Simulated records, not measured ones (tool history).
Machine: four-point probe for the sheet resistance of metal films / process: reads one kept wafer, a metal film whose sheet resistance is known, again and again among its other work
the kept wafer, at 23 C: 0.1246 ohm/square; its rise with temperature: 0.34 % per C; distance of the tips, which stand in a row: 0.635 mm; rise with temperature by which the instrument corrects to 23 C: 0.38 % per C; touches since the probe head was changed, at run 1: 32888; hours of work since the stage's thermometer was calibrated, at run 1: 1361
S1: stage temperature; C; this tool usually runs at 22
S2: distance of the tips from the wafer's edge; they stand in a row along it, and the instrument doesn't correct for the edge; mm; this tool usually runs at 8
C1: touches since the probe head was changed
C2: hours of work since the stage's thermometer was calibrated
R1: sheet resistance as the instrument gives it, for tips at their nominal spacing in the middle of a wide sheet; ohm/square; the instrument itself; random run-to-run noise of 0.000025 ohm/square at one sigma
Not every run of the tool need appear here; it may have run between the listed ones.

run	hour	S1	S2	C1	C2	R1
1	0	22	8	32888	1361	0.123884
2	66.6	30	8	34209	1397	0.123498
3	122	30	8	35307	1427	0.123398
4	174.3	22	17	36344	1454	0.123514
5	242.8	22	17	37704	1491	0.123524
6	292.1	22	17	38683	1517	0.123518
7	358.6	22	17	40002	1553	0.123496
# hour 365.4: stage's thermometer calibrated
8	427.8	22	17	41364	33	0.123326
9	482.4	31	15	42448	63	0.122906
10	535.8	29	22	43507	91	0.122904
11	610	26	6	44980	131	0.123732

The next listed run, before its measurement:
12	656.4	20	37	45899	155	?

Run 12 came out at R1 0.1233 ohm/square.
With no hidden state in the tool, this same run would have given R1 0.12479 ohm/square.
